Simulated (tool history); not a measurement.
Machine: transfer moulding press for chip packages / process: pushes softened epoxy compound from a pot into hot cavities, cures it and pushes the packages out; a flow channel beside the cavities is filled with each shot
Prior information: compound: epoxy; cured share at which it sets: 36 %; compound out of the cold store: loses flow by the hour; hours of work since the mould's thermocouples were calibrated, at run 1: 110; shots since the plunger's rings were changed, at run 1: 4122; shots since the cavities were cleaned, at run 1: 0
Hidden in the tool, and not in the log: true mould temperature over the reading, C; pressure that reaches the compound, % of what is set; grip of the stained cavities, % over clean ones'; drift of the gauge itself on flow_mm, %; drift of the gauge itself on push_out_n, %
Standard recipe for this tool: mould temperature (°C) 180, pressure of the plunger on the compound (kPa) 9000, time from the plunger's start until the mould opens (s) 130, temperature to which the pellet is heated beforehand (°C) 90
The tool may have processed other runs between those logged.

| run | hour | mould temperature (°C) | pressure of the plunger on the compound (kPa) | time from the plunger's start until the mould opens (s) | temperature to which the pellet is heated beforehand (°C) | hours of work since the mould's thermocouples were calibrated | shots since the plunger's rings were changed | shots since the cavities were cleaned | incoming compound's hours out of the cold store | length that the compound runs in the flow channel (mm) | greatest force on the pins that push the packages out (N) |
|---|---|---|---|---|---|---|---|---|---|---|---|
| 1 | 0 | 180 | 9000 | 130 | 90 | 110 | 4122 | 0 | 15 | 687 | 453 |
| 2 | 36.1 | 180 | 9000 | 130 | 90 | 126 | 4348 | 226 | 33.4 | 675 | 456 |
|  | 85 | cavities cleaned with cleaning compound and waxed |
| 3 | 107.5 | 180 | 9000 | 130 | 90 | 157 | 4784 | 140 | 11.5 | 710 | 463 |
| 4 | 155.6 | 180 | 9000 | 130 | 90 | 179 | 5085 | 441 | 17.7 | 693 | 454 |
|  | 171.5 | cavities cleaned with cleaning compound and waxed |
| 5 | 224.6 | 180 | 9000 | 130 | 90 | 209 | 5506 | 332 | 40.8 | 663 | 439 |
|  | 257.1 | cavities cleaned with cleaning compound and waxed |
| 6 | 298.1 | 180 | 9000 | 130 | 90 | 241 | 5955 | 256 | 19.9 | 687 | 453 |
|  | 303.6 | plunger's sealing rings changed |
|  | 343.3 | cavities cleaned with cleaning compound and waxed |
| 7 | 364.7 | 180 | 9000 | 130 | 90 | 269 | 372 | 134 | 34.8 | 670 | 448 |
| 8 | 421.9 | 180 | 9670 | 162 | 90 | 294 | 729 | 491 | 37.3 | 685 | 415 |
|  | 427.6 | cavities cleaned with cleaning compound and waxed |
| 9 | 458.7 | 180 | 9670 | 162 | 90 | 310 | 950 | 195 | 20 | 717 | 389 |
| 10 | 505 | 178 | 9400 | 150 | 90 | 331 | 1238 | 483 | 9.1 | 737 | 433 |
|  | 510.5 | cavities cleaned with cleaning compound and waxed |
| 11 | 550 | 180 | 9000 | 115 | 89 | 350 | 1510 | 247 | 32.1 | 672 | 537 |
| 12 | 586.7 | 179 | 9000 | 130 | 90 | 366 | 1739 | 476 | 38.1 | 668 | 455 |
|  | 595.1 | cavities cleaned with cleaning compound and waxed |
| 13 | 620.5 | 177 | 8920 | 119 | 89 | 381 | 1941 | 159 | 38.5 | 672 | 599 |
| 14 | 673.1 | 177 | 8920 | 119 | 89 | 404 | 2269 | 487 | 38.6 | 675 | 598 |

Describe how what the log doesn't record of the tool's condition differs between the last listed run preceding each entry between runs and the first listed run following it.
After run 2, before run 3: cavities cleaned with cleaning compound and waxed (hour 85)
  true mould temperature over the reading, C: 0 -> 0.01; pressure that reaches the compound, % of what is set: 99.23 -> 99.16; grip of the stained cavities, % over clean ones': 1 -> 0.6
After run 4, before run 5: cavities cleaned with cleaning compound and waxed (hour 171.5)
  true mould temperature over the reading, C: 0.01 -> 0.02; pressure that reaches the compound, % of what is set: 99.11 -> 99.04; grip of the stained cavities, % over clean ones': 1.5 -> 1.2
After run 5, before run 6: cavities cleaned with cleaning compound and waxed (hour 257.1)
  pressure that reaches the compound, % of what is set: 99.04 -> 98.97
After run 6, before run 7: plunger's sealing rings changed (hour 303.6); cavities cleaned with cleaning compound and waxed (hour 343.3)
  pressure that reaches the compound, % of what is set: 98.97 -> 99.94; grip of the stained cavities, % over clean ones': 1.2 -> 0.6
After run 8, before run 9: cavities cleaned with cleaning compound and waxed (hour 427.6)
  pressure that reaches the compound, % of what is set: 99.89 -> 99.85; grip of the stained cavities, % over clean ones': 1.7 -> 0.8
After run 10, before run 11: cavities cleaned with cleaning compound and waxed (hour 510.5)
  pressure that reaches the compound, % of what is set: 99.8 -> 99.74; grip of the stained cavities, % over clean ones': 1.7 -> 1.1
After run 12, before run 13: cavities cleaned with cleaning compound and waxed (hour 595.1)
  pressure that reaches the compound, % of what is set: 99.7 -> 99.66; grip of the stained cavities, % over clean ones': 1.7 -> 0.8

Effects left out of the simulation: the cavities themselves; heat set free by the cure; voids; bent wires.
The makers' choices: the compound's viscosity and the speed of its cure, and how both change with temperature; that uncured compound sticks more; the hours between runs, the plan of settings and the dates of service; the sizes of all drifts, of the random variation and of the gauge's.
